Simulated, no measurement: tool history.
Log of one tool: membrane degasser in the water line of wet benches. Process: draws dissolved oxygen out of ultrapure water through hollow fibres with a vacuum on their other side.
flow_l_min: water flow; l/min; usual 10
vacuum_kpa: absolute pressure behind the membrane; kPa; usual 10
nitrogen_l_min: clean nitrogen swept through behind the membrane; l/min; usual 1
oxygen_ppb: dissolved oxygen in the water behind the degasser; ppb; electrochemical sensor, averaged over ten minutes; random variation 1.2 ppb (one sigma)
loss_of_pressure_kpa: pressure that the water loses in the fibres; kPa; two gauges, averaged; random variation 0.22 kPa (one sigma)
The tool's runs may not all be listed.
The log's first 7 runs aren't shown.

{"run": 8, "hour": 508.2, "flow_l_min": 10, "vacuum_kpa": 17.2, "nitrogen_l_min": 1, "oxygen_ppb": 323.5, "loss_of_pressure_kpa": 52.48}
{"run": 9, "hour": 607.6, "flow_l_min": 10, "vacuum_kpa": 8.1, "nitrogen_l_min": 1, "oxygen_ppb": 115.6, "loss_of_pressure_kpa": 52.68}
{"run": 10, "hour": 694.3, "flow_l_min": 10, "vacuum_kpa": 10, "nitrogen_l_min": 1, "oxygen_ppb": 160.4, "loss_of_pressure_kpa": 52.66}
{"run": 11, "hour": 788.0, "flow_l_min": 10, "vacuum_kpa": 10, "nitrogen_l_min": 1, "oxygen_ppb": 158.9, "loss_of_pressure_kpa": 52.54}
{"run": 12, "hour": 846.5, "flow_l_min": 10, "vacuum_kpa": 10, "nitrogen_l_min": 1, "oxygen_ppb": 159.7, "loss_of_pressure_kpa": 52.32}
{"run": 13, "hour": 942.1, "flow_l_min": 10, "vacuum_kpa": 10, "nitrogen_l_min": 0.57, "oxygen_ppb": 266, "loss_of_pressure_kpa": 52.29}
{"run": 14, "hour": 1036.6, "flow_l_min": 10, "vacuum_kpa": 10, "nitrogen_l_min": 0.57, "oxygen_ppb": 264.6, "loss_of_pressure_kpa": 52.28}
{"run": 15, "hour": 1098.9, "flow_l_min": 10, "vacuum_kpa": 10, "nitrogen_l_min": 1.7, "oxygen_ppb": 97.8, "loss_of_pressure_kpa": 51.84}
{"run": 16, "hour": 1141.2, "flow_l_min": 10, "vacuum_kpa": 10, "nitrogen_l_min": 0.79, "oxygen_ppb": 201.9, "loss_of_pressure_kpa": 52.36}
{"run": 17, "hour": 1244.8, "flow_l_min": 10, "vacuum_kpa": 10, "nitrogen_l_min": 0.79, "oxygen_ppb": 197.6, "loss_of_pressure_kpa": 52.04}
{"run": 18, "hour": 1289.3, "flow_l_min": 10, "vacuum_kpa": 10, "nitrogen_l_min": 0.79, "oxygen_ppb": 201.1, "loss_of_pressure_kpa": 51.78}
{"run": 19, "hour": 1356.9, "flow_l_min": 10, "vacuum_kpa": 9.3, "nitrogen_l_min": 0.41, "oxygen_ppb": 318.8, "loss_of_pressure_kpa": 52.16}
{"run": 20, "hour": 1404.7, "flow_l_min": 6, "vacuum_kpa": 6.3, "nitrogen_l_min": 0.41, "oxygen_ppb": 105.1, "loss_of_pressure_kpa": 31.32}
{"run": 21, "hour": 1451.8, "flow_l_min": 7, "vacuum_kpa": 19.3, "nitrogen_l_min": 0.42, "oxygen_ppb": 572.2, "loss_of_pressure_kpa": 36.36}
{"run": 22, "hour": 1510.6, "flow_l_min": 10, "vacuum_kpa": 10.7, "nitrogen_l_min": 1.59, "oxygen_ppb": 114.1, "loss_of_pressure_kpa": 51.87}
{"run": 23, "hour": 1569.9, "flow_l_min": 10, "vacuum_kpa": 10, "nitrogen_l_min": 2.4, "oxygen_ppb": 70.1, "loss_of_pressure_kpa": 51.91}
{"run": 24, "hour": 1622.3, "flow_l_min": 10, "vacuum_kpa": 11.9, "nitrogen_l_min": 2.63, "oxygen_ppb": 82.8, "loss_of_pressure_kpa": 51.67}
{"hour": 1653.7, "done": "gauge calibrated"}
{"run": 25, "hour": 1666.0, "flow_l_min": 13, "vacuum_kpa": 10, "nitrogen_l_min": 0.9, "oxygen_ppb": 231.4, "loss_of_pressure_kpa": 69.06}
{"run": 26, "hour": 1718.7, "flow_l_min": 13, "vacuum_kpa": 10, "nitrogen_l_min": 0.9, "oxygen_ppb": 231, "loss_of_pressure_kpa": 69.28}
{"run": 27, "hour": 1772.0, "flow_l_min": 13, "vacuum_kpa": 20.5, "nitrogen_l_min": 0.88, "oxygen_ppb": 559.2, "loss_of_pressure_kpa": 69.14}
{"run": 28, "hour": 1873.3, "flow_l_min": 10, "vacuum_kpa": 13.5, "nitrogen_l_min": 1, "oxygen_ppb": 240.9, "loss_of_pressure_kpa": 52.73}
{"run": 29, "hour": 1959.3, "flow_l_min": 8, "vacuum_kpa": 10.5, "nitrogen_l_min": 1, "oxygen_ppb": 136.7, "loss_of_pressure_kpa": 42.01}
{"run": 30, "hour": 2029.4, "flow_l_min": 7, "vacuum_kpa": 23.7, "nitrogen_l_min": 0.68, "oxygen_ppb": 471, "loss_of_pressure_kpa": 37.07}
{"run": 31, "hour": 2080.1, "flow_l_min": 12, "vacuum_kpa": 22.8, "nitrogen_l_min": 1.41, "oxygen_ppb": 389.5, "loss_of_pressure_kpa": 63.26}
{"run": 32, "hour": 2170.0, "flow_l_min": 12, "vacuum_kpa": 22.8, "nitrogen_l_min": 1.41, "oxygen_ppb": 384.1, "loss_of_pressure_kpa": 62.75}

4 ways to go on from here, each from the tool as it stands after run 32. What would each give?
{"run": "A", "hour": 2264.8, "flow_l_min": 13, "vacuum_kpa": 19.8, "nitrogen_l_min": 0.68, "oxygen_ppb": "?", "loss_of_pressure_kpa": "?"}
{"run": "B", "hour": 2264.8, "flow_l_min": 8, "vacuum_kpa": 9.4, "nitrogen_l_min": 1.18, "oxygen_ppb": "?", "loss_of_pressure_kpa": "?"}
{"run": "C", "hour": 2264.8, "flow_l_min": 10, "vacuum_kpa": 6.8, "nitrogen_l_min": 0.75, "oxygen_ppb": "?", "loss_of_pressure_kpa": "?"}
{"run": "D", "hour": 2264.8, "flow_l_min": 10, "vacuum_kpa": 22.8, "nitrogen_l_min": 1.41, "oxygen_ppb": "?", "loss_of_pressure_kpa": "?"}

run=A oxygen_ppb=669.4 loss_of_pressure_kpa=68.91
run=B oxygen_ppb=102.4 loss_of_pressure_kpa=42.2
run=C oxygen_ppb=112.4 loss_of_pressure_kpa=52.51
run=D oxygen_ppb=323.1 loss_of_pressure_kpa=52.71
Without the tool's hidden state the same runs would have given:
run=A oxygen_ppb=668.9 loss_of_pressure_kpa=69.52
run=B oxygen_ppb=102.2 loss_of_pressure_kpa=42.58
run=C oxygen_ppb=112.2 loss_of_pressure_kpa=52.97
run=D oxygen_ppb=322.7 loss_of_pressure_kpa=53.18
